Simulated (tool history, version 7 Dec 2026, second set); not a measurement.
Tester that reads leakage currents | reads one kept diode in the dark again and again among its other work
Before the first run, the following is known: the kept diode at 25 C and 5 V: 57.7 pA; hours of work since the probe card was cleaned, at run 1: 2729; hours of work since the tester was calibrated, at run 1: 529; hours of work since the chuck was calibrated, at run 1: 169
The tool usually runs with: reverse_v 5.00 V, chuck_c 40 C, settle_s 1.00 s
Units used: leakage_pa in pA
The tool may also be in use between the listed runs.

| run | hour | reverse_v | chuck_c | settle_s | hours of work since the probe card was cleaned | hours of work since the tester was calibrated | hours of work since the chuck was calibrated | leakage_pa |
|---|---|---|---|---|---|---|---|---|
| 1 | 0.0 | 5.00 | 40 | 1.00 | 2729 | 529 | 169 | 224.79 |
| 2 | 27.8 | 5.00 | 40 | 1.00 | 2749 | 549 | 189 | 223.13 |
| 3 | 50.2 | 5.00 | 40 | 1.00 | 2766 | 566 | 206 | 223.37 |
| 4 | 73.9 | 5.00 | 40 | 1.00 | 2783 | 583 | 223 | 220.58 |
| 5 | 101.4 | 5.00 | 40 | 1.00 | 2803 | 604 | 243 | 221.12 |
| 6 | 129.1 | 5.00 | 40 | 1.00 | 2824 | 624 | 264 | 222.22 |
| 7 | 154.9 | 2.93 | 40 | 1.00 | 2843 | 643 | 283 | 173.24 |
| 8 | 176.6 | 2.93 | 40 | 5.00 | 2859 | 659 | 299 | 171.65 |
| 9 | 206.6 | 5.00 | 40 | 1.00 | 2881 | 681 | 321 | 218.83 |
| 10 | 239.8 | 5.00 | 40 | 1.00 | 2905 | 706 | 345 | 217.25 |
| 11 | 265.0 | 5.00 | 40 | 1.00 | 2924 | 724 | 364 | 217.02 |
|  | 269.1 | tester calibrated |
| 12 | 296.7 | 5.00 | 26 | 1.00 | 2946 | 20 | 386 | 60.48 |
| 13 | 321.4 | 5.00 | 26 | 1.00 | 2964 | 39 | 404 | 60.33 |
| 14 | 349.5 | 5.00 | 26 | 1.00 | 2985 | 59 | 425 | 59.60 |
| 15 | 368.0 | 5.00 | 26 | 1.00 | 2998 | 73 | 438 | 59.56 |
| 16 | 400.8 | 5.00 | 26 | 1.00 | 3023 | 97 | 463 | 59.48 |
| 17 | 425.6 | 5.00 | 33 | 1.00 | 3041 | 115 | 481 | 113.19 |
| 18 | 448.9 | 5.00 | 33 | 1.00 | 3058 | 133 | 498 | 113.18 |
|  | 454.7 | tester calibrated, once more |
| 19 | 467.1 | 5.00 | 33 | 1.00 | 3070 | 9 | 510 | 113.12 |
| 20 | 500.6 | 5.45 | 40 | 1.00 | 3095 | 34 | 535 | 217.96 |
| 21 | 518.0 | 5.00 | 45 | 1.00 | 3108 | 47 | 548 | 325.20 |
| 22 | 541.1 | 9.81 | 29 | 7.61 | 3125 | 64 | 565 | 105.46 |
| 23 | 559.7 | 5.00 | 26 | 1.52 | 3138 | 77 | 578 | 58.32 |
| 24 | 574.9 | 5.00 | 50 | 1.38 | 3150 | 89 | 589 | 493.02 |
| 25 | 603.6 | 10.70 | 38 | 7.39 | 3171 | 110 | 611 | 245.87 |
| 26 | 632.0 | 10.70 | 38 | 7.08 | 3192 | 131 | 632 | 244.75 |
| 27 | 659.4 | 5.00 | 53 | 2.15 | 3212 | 151 | 652 | 624.98 |
| 28 | 678.9 | 2.93 | 40 | 1.47 | 3226 | 165 | 666 | 161.36 |
| 29 | 692.7 | 2.93 | 40 | 1.47 | 3236 | 175 | 676 | 161.41 |
| 30 | 721.5 | 2.93 | 40 | 1.47 | 3258 | 197 | 698 | 159.26 |
| 31 | 748.6 | 16.99 | 40 | 3.63 | 3278 | 217 | 718 | 353.14 |
| 32 | 775.9 | 1.58 | 40 | 1.00 | 3298 | 237 | 738 | 120.75 |
|  | 785.3 | chuck's temperature calibrated |
| 33 | 797.8 | 5.00 | 31 | 2.87 | 3312 | 251 | 9 | 105.34 |
| 34 | 828.7 | 5.00 | 31 | 2.87 | 3335 | 274 | 32 | 104.72 |

Estimate the outcome of run 35 from the log above:
| 35 | 852.2 | 4.98 | 31 | 1.47 | 3352 | 292 | 49 | ? |

leakage_pa: 104.21 pA
Without the tool's hidden state the same run would have given leakage_pa 102.67 pA.

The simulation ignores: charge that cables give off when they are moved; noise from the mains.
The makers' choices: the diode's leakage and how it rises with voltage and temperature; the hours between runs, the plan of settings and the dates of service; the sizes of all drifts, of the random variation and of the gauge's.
